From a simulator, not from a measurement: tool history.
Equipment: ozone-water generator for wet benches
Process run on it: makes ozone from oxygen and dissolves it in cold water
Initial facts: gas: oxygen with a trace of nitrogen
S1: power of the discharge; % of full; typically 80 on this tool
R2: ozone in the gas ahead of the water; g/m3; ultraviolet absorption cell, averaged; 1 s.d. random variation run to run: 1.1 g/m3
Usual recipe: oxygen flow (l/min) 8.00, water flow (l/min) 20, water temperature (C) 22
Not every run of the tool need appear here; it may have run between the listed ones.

run 1 hour=0.0 | S1=80 oxygen_flow_(l/min)=8.00 water_flow_(l/min)=20 water_temperature_(C)=22 | dissolved_ozone_(ppm)=25.9 R2=183.2
run 2 hour=31.0 | S1=80 oxygen_flow_(l/min)=8.00 water_flow_(l/min)=20 water_temperature_(C)=22 | dissolved_ozone_(ppm)=26.0 R2=185.7
run 3 hour=71.5 | S1=80 oxygen_flow_(l/min)=8.00 water_flow_(l/min)=20 water_temperature_(C)=22 | dissolved_ozone_(ppm)=26.2 R2=185.3
run 4 hour=98.0 | S1=80 oxygen_flow_(l/min)=6.39 water_flow_(l/min)=20 water_temperature_(C)=22 | dissolved_ozone_(ppm)=25.7 R2=199.5
run 5 hour=136.9 | S1=80 oxygen_flow_(l/min)=6.39 water_flow_(l/min)=20 water_temperature_(C)=22 | dissolved_ozone_(ppm)=26.0 R2=199.0
run 6 hour=161.8 | S1=83 oxygen_flow_(l/min)=6.39 water_flow_(l/min)=20 water_temperature_(C)=22 | dissolved_ozone_(ppm)=26.1 R2=206.2
run 7 hour=210.4 | S1=80 oxygen_flow_(l/min)=8.00 water_flow_(l/min)=20 water_temperature_(C)=22 | dissolved_ozone_(ppm)=26.0 R2=184.0
run 8 hour=233.4 | S1=43 oxygen_flow_(l/min)=8.00 water_flow_(l/min)=17 water_temperature_(C)=22 | dissolved_ozone_(ppm)=20.1 R2=129.3
run 9 hour=265.3 | S1=80 oxygen_flow_(l/min)=5.46 water_flow_(l/min)=13 water_temperature_(C)=26 | dissolved_ozone_(ppm)=30.3 R2=211.8
run 10 hour=313.0 | S1=80 oxygen_flow_(l/min)=4.93 water_flow_(l/min)=27 water_temperature_(C)=22 | dissolved_ozone_(ppm)=19.3 R2=221.7
run 11 hour=338.7 | S1=87 oxygen_flow_(l/min)=8.55 water_flow_(l/min)=17 water_temperature_(C)=18 | dissolved_ozone_(ppm)=33.0 R2=188.7
run 12 hour=366.1 | S1=80 oxygen_flow_(l/min)=12.21 water_flow_(l/min)=20 water_temperature_(C)=17 | dissolved_ozone_(ppm)=28.8 R2=158.4
run 13 hour=394.7 | S1=58 oxygen_flow_(l/min)=4.56 water_flow_(l/min)=22 water_temperature_(C)=15 | dissolved_ozone_(ppm)=20.5 R2=188.4

5 options for the next run, each taken on its own from the tool as it stands now. Forecast them:
run A hour=434.2 | S1=58 oxygen_flow_(l/min)=4.32 water_flow_(l/min)=29 water_temperature_(C)=15 | dissolved_ozone_(ppm)=? R2=?
run B hour=434.2 | S1=60 oxygen_flow_(l/min)=13.82 water_flow_(l/min)=24 water_temperature_(C)=22 | dissolved_ozone_(ppm)=? R2=?
run C hour=434.2 | S1=58 oxygen_flow_(l/min)=4.56 water_flow_(l/min)=22 water_temperature_(C)=17 | dissolved_ozone_(ppm)=? R2=?
run D hour=434.2 | S1=80 oxygen_flow_(l/min)=8.00 water_flow_(l/min)=20 water_temperature_(C)=30 | dissolved_ozone_(ppm)=? R2=?
run E hour=434.2 | S1=58 oxygen_flow_(l/min)=4.96 water_flow_(l/min)=15 water_temperature_(C)=20 | dissolved_ozone_(ppm)=? R2=?

run=A dissolved_ozone_(ppm)=15.5 R2=190.7
run=B dissolved_ozone_(ppm)=19.8 R2=126.8
run=C dissolved_ozone_(ppm)=20.2 R2=186.4
run=D dissolved_ozone_(ppm)=22.4 R2=185.1
run=E dissolved_ozone_(ppm)=25.8 R2=181.8
Stripped of hidden state, with their random variation kept, the same runs would have yielded:
run=A dissolved_ozone_(ppm)=15.6 R2=190.8
run=B dissolved_ozone_(ppm)=19.9 R2=126.9
run=C dissolved_ozone_(ppm)=20.2 R2=186.5
run=D dissolved_ozone_(ppm)=22.4 R2=185.2
run=E dissolved_ozone_(ppm)=25.8 R2=181.9
